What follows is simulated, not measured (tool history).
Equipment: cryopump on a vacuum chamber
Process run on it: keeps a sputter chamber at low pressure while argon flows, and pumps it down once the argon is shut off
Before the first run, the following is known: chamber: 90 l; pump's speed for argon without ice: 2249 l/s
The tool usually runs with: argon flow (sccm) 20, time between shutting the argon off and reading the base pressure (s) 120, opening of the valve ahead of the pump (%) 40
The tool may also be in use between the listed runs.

| run | hour | argon flow (sccm) | time between shutting the argon off and reading the base pressure (s) | opening of the valve ahead of the pump (%) | pressure while argon flows (Pa) | pressure after the wait (uPa) |
|---|---|---|---|---|---|---|
| 1 | 0 | 20 | 120 | 40 | 0.0447 | 1.82 |
| 2 | 87 | 20 | 120 | 40 | 0.045 | 1.88 |
|  | 131.8 | pump warmed up, emptied and cooled again |
| 3 | 178.5 | 20 | 120 | 16 | 0.0944 | 1.51 |
| 4 | 239.1 | 26 | 120 | 40 | 0.0508 | 1.53 |
| 5 | 294.5 | 20 | 120 | 40 | 0.0392 | 1.57 |
| 6 | 369.2 | 20 | 120 | 40 | 0.0393 | 1.54 |
| 7 | 433.5 | 20 | 120 | 40 | 0.0401 | 1.64 |
| 8 | 503.1 | 20 | 120 | 59 | 0.0287 | 1.68 |
| 9 | 546.1 | 20 | 120 | 59 | 0.0282 | 1.61 |
| 10 | 603.5 | 20 | 120 | 59 | 0.0278 | 1.73 |
| 11 | 653.6 | 14 | 120 | 40 | 0.0283 | 1.73 |
| 12 | 700.2 | 14 | 120 | 40 | 0.0293 | 1.76 |
| 13 | 767 | 14 | 120 | 40 | 0.0291 | 1.85 |
| 14 | 837.4 | 20 | 120 | 40 | 0.0428 | 1.88 |
| 15 | 911.2 | 20 | 120 | 40 | 0.0431 | 1.97 |
| 16 | 956.4 | 20 | 112 | 40 | 0.0433 | 2 |
| 17 | 1023.3 | 20 | 120 | 40 | 0.043 | 1.99 |
| 18 | 1085.4 | 20 | 120 | 40 | 0.0444 | 2.1 |
| 19 | 1142.9 | 28 | 77 | 34 | 0.0724 | 2.53 |
| 20 | 1207.5 | 13 | 280 | 40 | 0.0296 | 1.89 |
|  | 1240.7 | pump warmed up, emptied and cooled again |
| 21 | 1273.7 | 13 | 46 | 17 | 0.0583 | 2.67 |
| 22 | 1350.8 | 29 | 294 | 40 | 0.0563 | 1.37 |
| 23 | 1401.6 | 29 | 294 | 40 | 0.0563 | 1.43 |
| 24 | 1443.8 | 34 | 34 | 23 | 0.1146 | 3.14 |
| 25 | 1512.1 | 20 | 120 | 45 | 0.035 | 1.88 |
| 26 | 1563.4 | 10 | 64 | 17 | 0.0456 | 2.46 |
| 27 | 1636.3 | 10 | 64 | 17 | 0.0459 | 2.43 |
| 28 | 1709.9 | 30 | 35 | 30 | 0.0799 | 3.26 |
| 29 | 1780.9 | 20 | 120 | 25 | 0.0652 | 1.99 |
| 30 | 1834.6 | 21 | 120 | 39 | 0.0449 | 2.1 |
| 31 | 1913.4 | 13 | 66 | 16 | 0.0647 | 2.57 |
| 32 | 1977.7 | 11 | 66 | 23 | 0.0386 | 2.61 |
| 33 | 2054.4 | 9 | 154 | 56 | 0.0152 | 2.1 |

Each row is a separate what-if for the run after 33, all from the same tool condition, not one after another. Results?
| A | 2103.7 | 20 | 77 | 58 | ? | ? |
| B | 2103.7 | 9 | 154 | 17 | ? | ? |
| C | 2103.7 | 9 | 154 | 19 | ? | ? |
| D | 2103.7 | 28 | 127 | 56 | ? | ? |

| run | pressure while argon flows (Pa) | pressure after the wait (uPa) |
|---|---|---|
| A | 0.032 | 2.64 |
| B | 0.0419 | 2.11 |
| C | 0.0395 | 2.21 |
| D | 0.0461 | 2.3 |
Stripped of hidden state, with their random variation kept, the same runs would have yielded:
| run | pressure while argon flows (Pa) | pressure after the wait (uPa) |
|---|---|---|
| A | 0.0257 | 1.02 |
| B | 0.0391 | 0.52 |
| C | 0.0366 | 0.58 |
| D | 0.0374 | 0.66 |

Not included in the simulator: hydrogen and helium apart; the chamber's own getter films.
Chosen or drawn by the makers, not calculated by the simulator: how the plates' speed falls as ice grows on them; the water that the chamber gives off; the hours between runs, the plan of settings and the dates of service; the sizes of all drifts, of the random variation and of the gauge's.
